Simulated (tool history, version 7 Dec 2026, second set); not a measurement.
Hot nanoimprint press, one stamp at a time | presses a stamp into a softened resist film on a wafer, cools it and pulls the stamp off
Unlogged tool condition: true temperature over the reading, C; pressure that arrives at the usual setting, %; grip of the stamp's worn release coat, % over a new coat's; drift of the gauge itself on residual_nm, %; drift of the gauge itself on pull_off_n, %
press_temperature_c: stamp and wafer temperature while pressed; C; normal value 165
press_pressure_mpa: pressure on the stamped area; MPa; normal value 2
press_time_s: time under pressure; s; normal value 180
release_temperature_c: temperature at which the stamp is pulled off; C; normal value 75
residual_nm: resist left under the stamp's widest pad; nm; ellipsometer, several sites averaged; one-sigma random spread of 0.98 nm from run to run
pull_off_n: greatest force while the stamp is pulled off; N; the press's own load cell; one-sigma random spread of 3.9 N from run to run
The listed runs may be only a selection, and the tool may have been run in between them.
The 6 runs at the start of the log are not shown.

| run | day | press_temperature_c | press_pressure_mpa | press_time_s | release_temperature_c | hours of work since the thermocouple was calibrated | imprints on the stamp's release coat | hours of work since the press's seals were changed | residual_nm | pull_off_n |
|---|---|---|---|---|---|---|---|---|---|---|
| 7 | 2.017 | 165 | 2.29 | 180 | 75 | 405 | 1194 | 46 | 222 | 259 |
| 8 | 2.412 | 165 | 2.29 | 180 | 75 | 410 | 1228 | 51 | 222.4 | 277 |
| 9 | 2.85 | 165 | 2.29 | 180 | 75 | 416 | 1267 | 57 | 224 | 279 |
| 10 | 3.133 | 165 | 2.29 | 208 | 75 | 420 | 1292 | 60 | 211.2 | 265 |
| 11 | 3.412 | 165 | 2.29 | 208 | 75 | 423 | 1317 | 64 | 209.4 | 274 |
| 12 | 3.75 | 165 | 2.29 | 208 | 74 | 428 | 1346 | 69 | 209.7 | 279 |
| 13 | 3.983 | 156 | 2 | 180 | 75 | 431 | 1367 | 72 | 332 | 279 |
| 14 | 4.408 | 156 | 2 | 180 | 75 | 437 | 1404 | 77 | 333.5 | 279 |
| 15 | 4.825 | 165 | 2 | 180 | 79 | 442 | 1441 | 83 | 236.5 | 266 |
| 16 | 5.171 | 165 | 1.76 | 180 | 75 | 447 | 1472 | 88 | 249.4 | 284 |
| 17 | 5.467 | 176 | 1.57 | 190 | 75 | 451 | 1498 | 92 | 167 | 284 |
| 18 | 5.9 | 176 | 1.57 | 190 | 65 | 457 | 1536 | 97 | 169.7 | 309 |
| 19 | 6.221 | 176 | 1.31 | 268 | 78 | 461 | 1565 | 102 | 158.2 | 279 |
| 20 | 6.475 | 165 | 1.31 | 327 | 75 | 464 | 1587 | 105 | 224.8 | 289 |
|  | 7.008 | stamp cleaned and given a new release coat |
| 21 | 7.058 | 165 | 1.31 | 327 | 75 | 469 | 5 | 110 | 227.4 | 195 |
| 22 | 7.279 | 165 | 2.11 | 180 | 72 | 472 | 24 | 112 | 231.7 | 193 |
| 23 | 7.462 | 175 | 2.11 | 144 | 81 | 474 | 40 | 115 | 170.4 | 185 |
| 24 | 7.712 | 169 | 2.11 | 276 | 81 | 477 | 62 | 118 | 165.5 | 180 |
| 25 | 8.062 | 169 | 2.11 | 276 | 81 | 482 | 93 | 123 | 166.1 | 194 |
| 26 | 8.35 | 169 | 2.11 | 276 | 81 | 486 | 119 | 127 | 166.5 | 194 |
| 27 | 8.733 | 169 | 2.11 | 252 | 64 | 491 | 152 | 132 | 172 | 215 |
| 28 | 9.162 | 165 | 1.73 | 307 | 75 | 497 | 190 | 138 | 207.4 | 199 |
| 29 | 9.375 | 165 | 1.73 | 307 | 75 | 500 | 209 | 140 | 208.1 | 201 |
|  | 9.729 | plate thermocouple calibrated |
| 30 | 9.875 | 165 | 1.73 | 287 | 75 | 2 | 242 | 145 | 196 | 198 |
| 31 | 10.308 | 165 | 1.73 | 276 | 75 | 8 | 280 | 151 | 200.6 | 205 |

Each row is a separate what-if for the run after 31, all from the same tool condition, not one after another. Results?
| A | 10.529 | 165 | 2 | 239 | 74 | 11 | 300 | 154 | ? | ? |
| B | 10.529 | 167 | 2 | 105 | 73 | 11 | 300 | 154 | ? | ? |
| C | 10.529 | 173 | 1.73 | 276 | 68 | 11 | 300 | 154 | ? | ? |

| run | residual_nm | pull_off_n |
|---|---|---|
| A | 200.3 | 203 |
| B | 251.9 | 209 |
| C | 144.6 | 216 |
Take away the tool's hidden state, keep each run's random variation, and the runs would have read:
| run | residual_nm | pull_off_n |
|---|---|---|
| A | 199.3 | 186 |
| B | 250.8 | 192 |
| C | 143.9 | 198 |

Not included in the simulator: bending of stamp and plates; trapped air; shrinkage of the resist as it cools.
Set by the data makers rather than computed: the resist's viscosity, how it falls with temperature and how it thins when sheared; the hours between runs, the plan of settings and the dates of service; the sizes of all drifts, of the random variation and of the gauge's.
